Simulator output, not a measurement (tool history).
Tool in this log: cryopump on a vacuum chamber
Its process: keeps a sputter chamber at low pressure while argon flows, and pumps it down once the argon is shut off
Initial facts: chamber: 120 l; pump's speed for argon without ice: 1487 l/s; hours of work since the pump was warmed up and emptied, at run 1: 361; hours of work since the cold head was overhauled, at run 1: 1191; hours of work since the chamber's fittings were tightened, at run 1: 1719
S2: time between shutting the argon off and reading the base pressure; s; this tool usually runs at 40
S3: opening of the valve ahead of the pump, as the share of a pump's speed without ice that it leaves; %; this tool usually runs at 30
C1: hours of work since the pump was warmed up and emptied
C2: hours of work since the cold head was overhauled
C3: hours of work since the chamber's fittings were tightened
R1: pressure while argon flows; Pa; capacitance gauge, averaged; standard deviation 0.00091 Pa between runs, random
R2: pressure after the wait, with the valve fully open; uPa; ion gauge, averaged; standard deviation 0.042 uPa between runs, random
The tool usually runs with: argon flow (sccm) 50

{"run": 1, "hour": 0.0, "argon flow (sccm)": 50, "S2": 40, "S3": 30, "C1": 361, "C2": 1191, "C3": 1719, "R1": 0.2043, "R2": 3.07}
{"run": 2, "hour": 51.8, "argon flow (sccm)": 20, "S2": 40, "S3": 30, "C1": 406, "C2": 1236, "C3": 1764, "R1": 0.0828, "R2": 3.01}
{"run": 3, "hour": 137.2, "argon flow (sccm)": 50, "S2": 40, "S3": 30, "C1": 480, "C2": 1310, "C3": 1838, "R1": 0.2106, "R2": 3.19}
{"run": 4, "hour": 214.3, "argon flow (sccm)": 50, "S2": 40, "S3": 30, "C1": 546, "C2": 1377, "C3": 1905, "R1": 0.2129, "R2": 3.23}
{"run": 5, "hour": 254.5, "argon flow (sccm)": 50, "S2": 40, "S3": 17, "C1": 581, "C2": 1411, "C3": 1940, "R1": 0.3629, "R2": 3.26}
{"run": 6, "hour": 309.6, "argon flow (sccm)": 50, "S2": 40, "S3": 30, "C1": 629, "C2": 1459, "C3": 1987, "R1": 0.2194, "R2": 3.28}
{"run": 7, "hour": 380.4, "argon flow (sccm)": 50, "S2": 40, "S3": 30, "C1": 690, "C2": 1520, "C3": 2049, "R1": 0.2224, "R2": 3.52}
{"hour": 451.2, "done": "pump warmed up, emptied and cooled again"}
{"run": 8, "hour": 471.1, "argon flow (sccm)": 48, "S2": 40, "S3": 22, "C1": 17, "C2": 1595, "C3": 2123, "R1": 0.2512, "R2": 3.03}
{"run": 9, "hour": 562.6, "argon flow (sccm)": 72, "S2": 52, "S3": 49, "C1": 96, "C2": 1674, "C3": 2202, "R1": 0.1732, "R2": 2.52}
{"run": 10, "hour": 648.9, "argon flow (sccm)": 50, "S2": 26, "S3": 17, "C1": 171, "C2": 1749, "C3": 2277, "R1": 0.3421, "R2": 4.3}
{"run": 11, "hour": 716.3, "argon flow (sccm)": 61, "S2": 214, "S3": 20, "C1": 230, "C2": 1807, "C3": 2335, "R1": 0.3593, "R2": 1.3}
{"run": 12, "hour": 753.9, "argon flow (sccm)": 20, "S2": 214, "S3": 38, "C1": 262, "C2": 1839, "C3": 2368, "R1": 0.0641, "R2": 1.35}
{"run": 13, "hour": 800.3, "argon flow (sccm)": 51, "S2": 146, "S3": 17, "C1": 302, "C2": 1880, "C3": 2408, "R1": 0.353, "R2": 1.5}
{"run": 14, "hour": 837.8, "argon flow (sccm)": 53, "S2": 146, "S3": 17, "C1": 335, "C2": 1912, "C3": 2440, "R1": 0.3682, "R2": 1.6}

Alternative continuations, all from the tool just after run 14; predict every row:
{"run": "A", "hour": 878.5, "argon flow (sccm)": 53, "S2": 25, "S3": 17, "C1": 370, "C2": 1947, "C3": 2476, "R1": "?", "R2": "?"}
{"run": "B", "hour": 878.5, "argon flow (sccm)": 97, "S2": 146, "S3": 22, "C1": 370, "C2": 1947, "C3": 2476, "R1": "?", "R2": "?"}
{"run": "C", "hour": 878.5, "argon flow (sccm)": 35, "S2": 145, "S3": 21, "C1": 370, "C2": 1947, "C3": 2476, "R1": "?", "R2": "?"}
{"run": "D", "hour": 878.5, "argon flow (sccm)": 28, "S2": 72, "S3": 51, "C1": 370, "C2": 1947, "C3": 2476, "R1": "?", "R2": "?"}
{"run": "E", "hour": 878.5, "argon flow (sccm)": 50, "S2": 118, "S3": 30, "C1": 370, "C2": 1947, "C3": 2476, "R1": "?", "R2": "?"}

run=A R1=0.3697 R2=4.68
run=B R1=0.5304 R2=1.65
run=C R1=0.1985 R2=1.60
run=D R1=0.0701 R2=2.22
run=E R1=0.2039 R2=1.76
What these runs would have given with no unlogged condition in the tool:
run=A R1=0.3547 R2=3.86
run=B R1=0.5028 R2=0.84
run=C R1=0.1886 R2=0.80
run=D R1=0.0622 R2=1.42
run=E R1=0.1897 R2=0.96
